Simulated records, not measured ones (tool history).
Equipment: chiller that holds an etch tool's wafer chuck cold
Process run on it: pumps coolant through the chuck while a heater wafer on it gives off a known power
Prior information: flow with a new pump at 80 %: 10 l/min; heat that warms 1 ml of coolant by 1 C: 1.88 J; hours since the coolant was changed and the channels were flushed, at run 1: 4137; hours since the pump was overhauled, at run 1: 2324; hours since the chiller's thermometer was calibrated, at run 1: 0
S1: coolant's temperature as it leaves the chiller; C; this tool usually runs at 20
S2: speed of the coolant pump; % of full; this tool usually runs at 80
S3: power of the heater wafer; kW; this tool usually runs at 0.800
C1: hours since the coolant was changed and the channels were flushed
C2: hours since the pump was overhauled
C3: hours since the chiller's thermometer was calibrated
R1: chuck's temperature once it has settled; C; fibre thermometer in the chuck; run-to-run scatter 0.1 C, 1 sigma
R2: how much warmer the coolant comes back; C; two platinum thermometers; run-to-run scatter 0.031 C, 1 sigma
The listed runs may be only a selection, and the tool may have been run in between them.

run 1 hour=0.0 | S1=20 S2=80 S3=0.800 | C1=4137 C2=2324 C3=0 | R1=29.4 R2=2.54
run 2 hour=73.0 | S1=20 S2=76 S3=0.800 | C1=4210 C2=2397 C3=73 | R1=29.9 R2=2.71
run 3 hour=159.9 | S1=10 S2=80 S3=0.800 | C1=4297 C2=2484 C3=160 | R1=19.4 R2=2.58
run 4 hour=266.8 | S1=10 S2=80 S3=0.800 | C1=4404 C2=2591 C3=267 | R1=19.4 R2=2.65
run 5 hour=354.6 | S1=20 S2=80 S3=0.850 | C1=4492 C2=2679 C3=355 | R1=30.0 R2=2.77
run 6 hour=404.2 | S1=20 S2=80 S3=0.800 | C1=4542 C2=2728 C3=404 | R1=29.3 R2=2.61
run 7 hour=459.1 | S1=20 S2=80 S3=0.800 | C1=4596 C2=2783 C3=459 | R1=29.6 R2=2.67
run 8 hour=528.9 | S1=20 S2=80 S3=0.800 | C1=4666 C2=2853 C3=529 | R1=29.6 R2=2.68
run 9 hour=613.5 | S1=14 S2=80 S3=0.800 | C1=4751 C2=2938 C3=613 | R1=23.6 R2=2.65
run 10 hour=685.2 | S1=20 S2=80 S3=0.883 | C1=4823 C2=3009 C3=685 | R1=30.4 R2=2.95
run 11 hour=750.8 | S1=20 S2=80 S3=0.883 | C1=4888 C2=3075 C3=751 | R1=30.7 R2=2.99
run 12 hour=825.1 | S1=20 S2=80 S3=1.053 | C1=4962 C2=3149 C3=825 | R1=32.6 R2=3.53
run 13 hour=896.8 | S1=20 S2=82 S3=0.595 | C1=5034 C2=3221 C3=897 | R1=27.0 R2=2.09
run 14 hour=946.5 | S1=17 S2=62 S3=1.036 | C1=5084 C2=3271 C3=947 | R1=31.3 R2=4.51
run 15 hour=993.0 | S1=17 S2=62 S3=1.036 | C1=5130 C2=3317 C3=993 | R1=31.2 R2=4.57
run 16 hour=1068.5 | S1=17 S2=62 S3=1.036 | C1=5206 C2=3392 C3=1068 | R1=31.2 R2=4.47
run 17 hour=1164.8 | S1=20 S2=93 S3=0.479 | C1=5302 C2=3489 C3=1165 | R1=25.2 R2=1.59
run 18 hour=1210.2 | S1=22 S2=64 S3=0.685 | C1=5347 C2=3534 C3=1210 | R1=31.2 R2=3.08
run 19 hour=1273.3 | S1=22 S2=61 S3=0.472 | C1=5411 C2=3597 C3=1273 | R1=28.7 R2=2.28
run 20 hour=1368.1 | S1=17 S2=79 S3=1.114 | C1=5505 C2=3692 C3=1368 | R1=30.2 R2=3.89
run 21 hour=1448.7 | S1=14 S2=68 S3=0.566 | C1=5586 C2=3773 C3=1449 | R1=21.4 R2=2.48
run 22 hour=1555.8 | S1=14 S2=68 S3=0.566 | C1=5693 C2=3880 C3=1556 | R1=21.5 R2=2.51

Expected results for the next run?
-- hour=1632.5 coolant changed, channels flushed
run 23 hour=1646.0 | S1=14 S2=76 S3=0.566 | C1=14 C2=3964 C3=1640 | R1=? R2=?

Logged for run 23: R1 20.9 C, R2 2.24 C.
Take away the tool's hidden state, keep the run-to-run variation as it was, and the same run would have given R1 20.9 C, R2 1.89 C.
